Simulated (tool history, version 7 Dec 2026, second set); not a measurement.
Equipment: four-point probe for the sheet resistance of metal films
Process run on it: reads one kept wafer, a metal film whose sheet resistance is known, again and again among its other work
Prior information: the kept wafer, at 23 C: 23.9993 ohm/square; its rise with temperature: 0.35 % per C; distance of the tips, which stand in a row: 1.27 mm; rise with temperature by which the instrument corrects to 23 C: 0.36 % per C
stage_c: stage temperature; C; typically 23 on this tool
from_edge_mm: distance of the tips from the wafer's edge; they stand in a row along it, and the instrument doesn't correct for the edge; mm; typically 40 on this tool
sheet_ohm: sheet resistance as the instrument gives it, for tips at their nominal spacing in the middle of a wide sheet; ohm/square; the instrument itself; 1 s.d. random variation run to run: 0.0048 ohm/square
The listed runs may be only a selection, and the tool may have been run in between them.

run	hour	stage_c	from_edge_mm	sheet_ohm
1	0.0	23	40	24.061027
2	35.8	34	40	24.059625
3	97.3	34	40	24.054972
4	149.2	23	40	24.062973
5	203.9	23	40	24.069838
6	260.5	23	40	24.065210
7	310.3	23	40	24.077855
8	367.6	23	40	24.071068
9	420.6	23	40	24.066100
10	471.1	23	40	24.072001
11	511.0	33	40	24.062498
12	542.7	33	40	24.063859
13	578.6	23	13	24.185911
14	625.9	23	40	24.082374
15	658.7	23	65	24.065148
16	714.1	23	40	24.080406
17	740.5	23	40	24.084193
18	772.6	23	40	24.074025
19	819.7	24	40	24.082611
20	858.6	23	40	24.080911
21	917.3	23	40	24.073247
22	978.2	23	40	24.084778
# hour 1010.5: stage's thermometer calibrated
23	1042.2	30	40	24.128292
24	1084.8	31	4	25.354568
25	1144.9	26	35	24.138601
26	1207.3	26	54	24.124385
27	1252.7	23	18	24.191429
28	1299.4	25	25	24.156173
29	1359.2	25	16	24.206799
30	1386.3	23	16	24.203708
31	1430.4	23	16	24.213124
32	1476.7	23	16	24.210704
33	1502.7	23	16	24.216543
34	1555.8	34	6	24.684724
35	1613.7	27	40	24.136863
36	1658.0	25	13	24.256601
37	1693.2	21	4	25.369170
38	1728.1	19	31	24.166395
39	1784.8	19	31	24.159779
40	1821.6	18	21	24.183289
41	1849.2	26	16	24.217263
42	1913.4	20	15	24.229526
43	1960.5	26	15	24.222703
44	2000.0	29	7	24.562716
45	2042.6	33	31	24.151539

A few steps of sheet_ohm between consecutive runs. Split each: what settings, incoming material and random variation would produce without the hidden state, and what is left over for the hidden state, along with gauge scatter present in only one of the two compared results (measured, and without hidden state):
The tool's hidden condition here consists of: inner tips' distance over the nominal, %; tips' flats over new ones', %; wafer's true temperature over the reading, C; drift of the gauge itself on sheet_ohm, %.
Run 22 -> 23: stage_c 23 -> 30, stage's thermometer calibrated. sheet_ohm +0.043514 ohm/square: hidden state +0.049146, all else -0.005632.
Run 23 -> 24: stage_c 30 -> 31, from_edge_mm 40 -> 4. sheet_ohm +1.226276 ohm/square: hidden state +0.006559, all else +1.219717.
Run 24 -> 25: stage_c 31 -> 26, from_edge_mm 4 -> 35. sheet_ohm -1.215967 ohm/square: hidden state -0.004403, all else -1.211564.
Run 36 -> 37: stage_c 25 -> 21, from_edge_mm 13 -> 4. sheet_ohm +1.112569 ohm/square: hidden state +0.006339, all else +1.106230.
Run 37 -> 38: stage_c 21 -> 19, from_edge_mm 4 -> 31. sheet_ohm -1.202775 ohm/square: hidden state -0.005262, all else -1.197513.

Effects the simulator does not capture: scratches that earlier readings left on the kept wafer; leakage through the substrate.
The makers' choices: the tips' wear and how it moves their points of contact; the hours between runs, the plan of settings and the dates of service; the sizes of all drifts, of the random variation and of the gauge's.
